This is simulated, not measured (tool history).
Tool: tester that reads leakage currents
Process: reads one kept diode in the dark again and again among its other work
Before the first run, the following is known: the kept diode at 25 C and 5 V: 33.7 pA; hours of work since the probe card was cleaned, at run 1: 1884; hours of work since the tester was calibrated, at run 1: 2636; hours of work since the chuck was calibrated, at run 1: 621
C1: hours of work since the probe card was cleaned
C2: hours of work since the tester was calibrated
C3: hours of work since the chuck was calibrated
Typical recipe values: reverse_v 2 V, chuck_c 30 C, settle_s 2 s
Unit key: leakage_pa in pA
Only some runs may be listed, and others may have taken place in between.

Run 1, day 0: usual settings; C1 1884; C2 2636; C3 621. Result: leakage_pa 33.14 pA.
Run 2, day 5.992: usual settings; C1 1965; C2 2717; C3 702. Result: leakage_pa 33.16 pA.
Run 3, day 12.067: usual settings; C1 2047; C2 2799; C3 784. Result: leakage_pa 32.92 pA.
Run 4, day 16.896: usual settings but reverse_v 15.97 V; C1 2112; C2 2864; C3 849. Result: leakage_pa 87.63 pA.
Run 5, day 23.429: usual settings; C1 2200; C2 2952; C3 937. Result: leakage_pa 32.77 pA.
Run 6, day 27.062: usual settings; C1 2249; C2 3001; C3 986. Result: leakage_pa 32.9 pA.
Run 7, day 32.929: usual settings; C1 2328; C2 3081; C3 1066. Result: leakage_pa 33.09 pA.
Run 8, day 36.583: usual settings; C1 2378; C2 3130; C3 1115. Result: leakage_pa 33.04 pA.
Run 9, day 43.296: usual settings but chuck_c 35 C; C1 2468; C2 3220; C3 1205. Result: leakage_pa 48.28 pA.
Run 10, day 48.492: usual settings but chuck_c 35 C, settle_s 1.58 s; C1 2538; C2 3290; C3 1275. Result: leakage_pa 48.29 pA.
At day 49.1: chuck's temperature calibrated.
Run 11, day 52.562: usual settings but chuck_c 35 C, settle_s 1.58 s; C1 2592; C2 3344; C3 47. Result: leakage_pa 48.14 pA.
Run 12, day 56.212: usual settings but chuck_c 35 C, settle_s 1.58 s; C1 2641; C2 3394; C3 96. Result: leakage_pa 48.37 pA.
Run 13, day 63.158: usual settings but settle_s 1.39 s; C1 2735; C2 3487; C3 190. Result: leakage_pa 33.16 pA.
At day 70.483: probe card cleaned and baked.
Run 14, day 71.917: usual settings but settle_s 1.39 s; C1 19; C2 3604; C3 306. Result: leakage_pa 33.14 pA.
Run 15, day 75.796: usual settings; C1 72; C2 3656; C3 359. Result: leakage_pa 32.66 pA.
Run 16, day 81.333: usual settings; C1 146; C2 3731; C3 433. Result: leakage_pa 33.16 pA.
Run 17, day 88.762: usual settings; C1 247; C2 3831; C3 534. Result: leakage_pa 33 pA.
Run 18, day 94.262: usual settings; C1 321; C2 3905; C3 608. Result: leakage_pa 33.16 pA.
Run 19, day 98.467: usual settings; C1 378; C2 3962; C3 664. Result: leakage_pa 33.21 pA.
Run 20, day 103.842: usual settings; C1 450; C2 4035; C3 737. Result: leakage_pa 32.87 pA.
Run 21, day 112.388: usual settings but chuck_c 41 C; C1 565; C2 4150; C3 852. Result: leakage_pa 75.02 pA.
Run 22, day 121: usual settings but reverse_v 1.02 V, chuck_c 35 C; C1 682; C2 4266; C3 969. Result: leakage_pa 35.39 pA.
Run 23, day 127.938: usual settings but reverse_v 5.35 V, chuck_c 34 C, settle_s 0.36 s; C1 775; C2 4360; C3 1062. Result: leakage_pa 73.29 pA.
Run 24, day 132.958: usual settings but reverse_v 5.35 V, chuck_c 34 C, settle_s 0.36 s; C1 843; C2 4427; C3 1130. Result: leakage_pa 72.96 pA.
Run 25, day 136.662: usual settings but reverse_v 1.41 V, settle_s 6.03 s; C1 893; C2 4477; C3 1180. Result: leakage_pa 27.99 pA.
Run 26, day 142.246: usual settings but reverse_v 1.41 V, settle_s 6.03 s; C1 968; C2 4553; C3 1255. Result: leakage_pa 27.98 pA.
At day 144.329: chuck's temperature calibrated.
Run 27, day 147.762: usual settings but reverse_v 1.41 V, settle_s 6.03 s; C1 1042; C2 4626; C3 46. Result: leakage_pa 27.87 pA.
Run 28, day 154.988: usual settings but reverse_v 1.25 V, chuck_c 40 C, settle_s 1.06 s; C1 1139; C2 4724; C3 144. Result: leakage_pa 56.04 pA.
Run 29, day 162.517: usual settings but reverse_v 4.64 V, chuck_c 42 C; C1 1241; C2 4825; C3 245. Result: leakage_pa 119.14 pA.
Run 30, day 170.212: usual settings but reverse_v 12.72 V, chuck_c 24 C, settle_s 0.44 s; C1 1345; C2 4929; C3 349. Result: leakage_pa 53.36 pA.
Run 31, day 178.1: usual settings but reverse_v 4.81 V, chuck_c 24 C; C1 1451; C2 5035; C3 456. Result: leakage_pa 31.03 pA.
At day 181.083: tester calibrated.
Run 32, day 184.592: usual settings but reverse_v 17.76 V, chuck_c 35 C, settle_s 0.61 s; C1 1538; C2 47; C3 542. Result: leakage_pa 138.12 pA.
Run 33, day 193.096: usual settings but reverse_v 17.76 V, chuck_c 35 C, settle_s 0.61 s; C1 1652; C2 162; C3 657. Result: leakage_pa 137.68 pA.
Run 34, day 199.871: usual settings but reverse_v 4.35 V, chuck_c 24 C, settle_s 0.61 s; C1 1744; C2 254; C3 748. Result: leakage_pa 30.57 pA.
Run 35, day 207.567: usual settings but reverse_v 4.35 V, chuck_c 24 C, settle_s 0.61 s; C1 1848; C2 357; C3 852. Result: leakage_pa 30.7 pA.
Run 36, day 212.408: usual settings but reverse_v 4.35 V, chuck_c 57 C, settle_s 3.41 s; C1 1913; C2 423; C3 918. Result: leakage_pa 324.66 pA.
Run 37, day 216.562: usual settings but reverse_v 2.39 V; C1 1969; C2 479; C3 974. Result: leakage_pa 35.9 pA.
Run 38, day 221.808: usual settings but reverse_v 1.49 V, chuck_c 21 C, settle_s 0.71 s; C1 2040; C2 550; C3 1044. Result: leakage_pa 14.2 pA.
Run 39, day 228.829: usual settings but chuck_c 28 C; C1 2134; C2 644; C3 1139. Result: leakage_pa 28.27 pA.

What differs in the tool's unlogged condition from the final listed run ahead of each entry between runs to the first listed run following it?
Logged between run 10 and run 11: chuck's temperature calibrated (day 49.1)
  true chuck temperature over the reading, C: 0.01 -> 0
  measured value less the no-hidden-state value, leakage_pa: +0.04 -> +0.01 pA
Logged between run 13 and run 14: probe card cleaned and baked (day 70.483)
  stray current of the dirty probe card, pA a volt: 0.025 -> 0.02
  measured value less the no-hidden-state value, leakage_pa: +0.02 -> +0 pA
Logged between run 26 and run 27: chuck's temperature calibrated (day 144.329)
  true chuck temperature over the reading, C: 0.01 -> 0
  measured value less the no-hidden-state value, leakage_pa: +0.02 -> +0.01 pA
Logged between run 31 and run 32: tester calibrated (day 181.083)
  current scale over the true one, %: -0.01 -> 0
  measured value less the no-hidden-state value, leakage_pa: +0.02 -> +0.09 pA
